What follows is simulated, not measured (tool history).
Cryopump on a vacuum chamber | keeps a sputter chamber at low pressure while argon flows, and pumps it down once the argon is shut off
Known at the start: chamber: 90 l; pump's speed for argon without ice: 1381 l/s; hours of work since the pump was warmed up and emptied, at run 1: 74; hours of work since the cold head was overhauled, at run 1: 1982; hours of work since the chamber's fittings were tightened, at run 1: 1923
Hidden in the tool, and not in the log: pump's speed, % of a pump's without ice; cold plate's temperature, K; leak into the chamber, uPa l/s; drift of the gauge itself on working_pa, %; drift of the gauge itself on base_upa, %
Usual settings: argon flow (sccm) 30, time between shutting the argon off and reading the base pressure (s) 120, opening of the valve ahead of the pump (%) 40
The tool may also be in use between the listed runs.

run,hour,argon flow (sccm),time between shutting the argon off and reading the base pressure (s),opening of the valve ahead of the pump (%),hours of work since the pump was warmed up and emptied,hours of work since the cold head was overhauled,hours of work since the chamber's fittings were tightened,pressure while argon flows (Pa),pressure after the wait (uPa)
1,0,30,120,40,74,1982,1923,0.0945,0.79
2,33.8,30,120,40,100,2008,1949,0.0945,0.73
3,78,30,120,40,134,2043,1983,0.0952,0.76
4,113.2,30,120,40,162,2070,2011,0.095,0.74
5,163.7,30,120,39,201,2109,2050,0.0982,0.75
6,227.2,30,278,39,250,2158,2099,0.0997,0.65
7,278,30,278,39,289,2197,2138,0.1001,0.64
8,325.9,30,278,39,326,2234,2175,0.1011,0.64
9,389.9,23,278,29,376,2284,2225,0.1033,0.71
10,443.6,43,120,40,417,2326,2266,0.143,0.84
11,504,43,120,40,464,2372,2313,0.1451,0.86
12,557.9,43,163,40,506,2414,2355,0.1452,0.86
13,593.6,24,23,30,534,2442,2382,0.1062,1.9

Forecast each of these 4 alternatives for the next run:
A,627.4,38,142,30,560,2468,2409,?,?
B,627.4,40,23,17,560,2468,2409,?,?
C,627.4,21,23,16,560,2468,2409,?,?
D,627.4,40,45,28,560,2468,2409,?,?

run,pressure while argon flows (Pa),pressure after the wait (uPa)
A,0.1699,0.85
B,0.3024,1.96
C,0.1708,1.99
D,0.1889,1.31
Without the tool's hidden state the same runs would have given:
run,pressure while argon flows (Pa),pressure after the wait (uPa)
A,0.1555,0.4
B,0.2873,1.5
C,0.1628,1.53
D,0.1738,0.86
